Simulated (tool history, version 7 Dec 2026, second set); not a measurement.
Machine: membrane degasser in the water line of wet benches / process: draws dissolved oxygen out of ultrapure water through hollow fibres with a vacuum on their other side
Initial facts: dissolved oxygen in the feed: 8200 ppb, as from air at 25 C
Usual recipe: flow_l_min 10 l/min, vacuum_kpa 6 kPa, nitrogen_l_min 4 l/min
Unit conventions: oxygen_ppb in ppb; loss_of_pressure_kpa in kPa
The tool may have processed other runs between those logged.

run	hour	flow_l_min	vacuum_kpa	nitrogen_l_min	oxygen_ppb	loss_of_pressure_kpa
1	0	10	6	4	254.4	36.08
2	135.5	10	6	4	252.9	35.64
3	285	10	6	10.24	245.5	36.05
4	389.1	10	6	10.24	240.4	36.24
5	515.7	10	6	8	243.5	35.92
6	621.1	10	6	2.71	259.8	36.2
7	778.9	10	6	2.71	257.2	36
8	928.8	10	6	4	250.7	36.09
9	1006.1	10	4.86	4	247	35.9
10	1108.4	10	4.86	4	244.8	36.34
11	1240	10	4.86	4	246.7	35.98
# hour 1263.3: seals of the vacuum lines changed
12	1319.6	10	6	4	248.1	36.03
13	1429.6	10	6	4	252.9	35.99
14	1578	10	6	4	251.8	36.1
15	1706.7	10	13.04	4	292.6	36.04
16	1856.8	10	4.99	4	248.1	35.97
17	2030.3	10	4.99	4	246.9	35.73
18	2210.4	15	3.98	3.15	689.8	54.18
19	2288.4	15	3.74	11.03	685.4	54.33
20	2403.2	15	3.74	11.03	675	53.87
21	2548.1	15	3.74	11.03	684.8	54.08
22	2709.7	15	3.74	11.03	674.2	53.96
23	2870.6	7	9.22	11.03	76.7	25.4
# hour 2883.5: vacuum gauge calibrated
24	2977.3	14	9.22	2.17	662.3	50.66
25	3164.9	12	9.93	8.96	419.4	43.23
26	3301.6	10	6	11.66	237.2	36.04
27	3430	7	6	10.33	69.3	25.3

Run 28 is up next; what results do you expect?
28	3567.7	8	6.34	5.77	?	?

Run 28 measured oxygen_ppb 122.7 ppb, loss_of_pressure_kpa 29.1 kPa.
Take away the tool's hidden state, keep the run-to-run variation as it was, and the same run would have given oxygen_ppb 122.4 ppb, loss_of_pressure_kpa 29.08 kPa.

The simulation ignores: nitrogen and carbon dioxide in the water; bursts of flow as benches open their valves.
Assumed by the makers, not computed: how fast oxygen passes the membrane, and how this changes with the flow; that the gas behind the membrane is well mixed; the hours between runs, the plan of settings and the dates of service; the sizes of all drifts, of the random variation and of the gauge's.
